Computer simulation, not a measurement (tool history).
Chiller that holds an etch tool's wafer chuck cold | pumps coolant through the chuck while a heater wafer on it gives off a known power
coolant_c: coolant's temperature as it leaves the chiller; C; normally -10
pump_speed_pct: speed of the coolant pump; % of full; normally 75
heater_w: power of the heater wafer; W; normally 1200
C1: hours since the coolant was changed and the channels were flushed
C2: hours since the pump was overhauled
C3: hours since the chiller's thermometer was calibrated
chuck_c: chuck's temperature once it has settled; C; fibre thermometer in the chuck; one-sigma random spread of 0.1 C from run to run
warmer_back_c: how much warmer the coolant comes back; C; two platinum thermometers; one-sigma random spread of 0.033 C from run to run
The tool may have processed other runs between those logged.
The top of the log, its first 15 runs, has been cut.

run 16 day=33.771 | coolant_c=-10 pump_speed_pct=75 heater_w=1200 | C1=5244 C2=1781 C3=151 | chuck_c=2.3 warmer_back_c=4.56
run 17 day=35.421 | coolant_c=-10 pump_speed_pct=75 heater_w=1200 | C1=5284 C2=1821 C3=191 | chuck_c=2.5 warmer_back_c=4.54
run 18 day=37.862 | coolant_c=-10 pump_speed_pct=75 heater_w=1528 | C1=5342 C2=1879 C3=249 | chuck_c=5.8 warmer_back_c=5.76
run 19 day=39.954 | coolant_c=-12 pump_speed_pct=75 heater_w=910 | C1=5393 C2=1930 C3=299 | chuck_c=-2.5 warmer_back_c=3.63
run 20 day=41.867 | coolant_c=-10 pump_speed_pct=62 heater_w=1585 | C1=5439 C2=1976 C3=345 | chuck_c=9.8 warmer_back_c=7.33
run 21 day=43.575 | coolant_c=-16 pump_speed_pct=95 heater_w=874 | C1=5480 C2=2017 C3=386 | chuck_c=-9.0 warmer_back_c=2.68
run 22 day=46.821 | coolant_c=-8 pump_speed_pct=83 heater_w=1160 | C1=5558 C2=2094 C3=464 | chuck_c=2.9 warmer_back_c=4.10
run 23 day=49.567 | coolant_c=-10 pump_speed_pct=93 heater_w=801 | C1=5623 C2=2160 C3=530 | chuck_c=-3.4 warmer_back_c=2.61
run 24 day=51.733 | coolant_c=-10 pump_speed_pct=85 heater_w=895 | C1=5675 C2=2212 C3=582 | chuck_c=-1.9 warmer_back_c=3.16
run 25 day=55.446 | coolant_c=-10 pump_speed_pct=85 heater_w=895 | C1=5764 C2=2301 C3=671 | chuck_c=-1.8 warmer_back_c=3.23
-- day=56.321 gauge calibrated
run 26 day=58.592 | coolant_c=-19 pump_speed_pct=73 heater_w=1170 | C1=5840 C2=2377 C3=747 | chuck_c=-6.5 warmer_back_c=4.38
run 27 day=61.733 | coolant_c=-6 pump_speed_pct=97 heater_w=840 | C1=5915 C2=2452 C3=822 | chuck_c=0.7 warmer_back_c=2.32
run 28 day=63.771 | coolant_c=-6 pump_speed_pct=97 heater_w=840 | C1=5964 C2=2501 C3=871 | chuck_c=0.6 warmer_back_c=2.26
run 29 day=67.179 | coolant_c=-10 pump_speed_pct=75 heater_w=662 | C1=6046 C2=2583 C3=953 | chuck_c=-3.2 warmer_back_c=2.43
run 30 day=69.046 | coolant_c=-15 pump_speed_pct=97 heater_w=1696 | C1=6091 C2=2628 C3=997 | chuck_c=-1.4 warmer_back_c=4.69
run 31 day=72.017 | coolant_c=-10 pump_speed_pct=84 heater_w=1728 | C1=6162 C2=2699 C3=1069 | chuck_c=5.9 warmer_back_c=5.57
run 32 day=74.433 | coolant_c=-10 pump_speed_pct=65 heater_w=1559 | C1=6220 C2=2757 C3=1127 | chuck_c=8.4 warmer_back_c=6.75
run 33 day=76.083 | coolant_c=-10 pump_speed_pct=65 heater_w=1559 | C1=6260 C2=2797 C3=1166 | chuck_c=8.6 warmer_back_c=6.71

Forecast each of these 3 alternatives for the next run:
run A day=79.075 | coolant_c=-18 pump_speed_pct=66 heater_w=1200 | C1=6332 C2=2869 C3=1238 | chuck_c=? warmer_back_c=?
run B day=79.075 | coolant_c=-1 pump_speed_pct=61 heater_w=1696 | C1=6332 C2=2869 C3=1238 | chuck_c=? warmer_back_c=?
run C day=79.075 | coolant_c=-10 pump_speed_pct=75 heater_w=949 | C1=6332 C2=2869 C3=1238 | chuck_c=? warmer_back_c=?

run=A chuck_c=-3.8 warmer_back_c=5.05
run=B chuck_c=20.7 warmer_back_c=7.90
run=C chuck_c=-0.3 warmer_back_c=3.56
With the hidden condition removed and each run's random variation left untouched, the same runs would have given:
run=A chuck_c=-3.8 warmer_back_c=4.89
run=B chuck_c=20.7 warmer_back_c=7.73
run=C chuck_c=-0.3 warmer_back_c=3.40
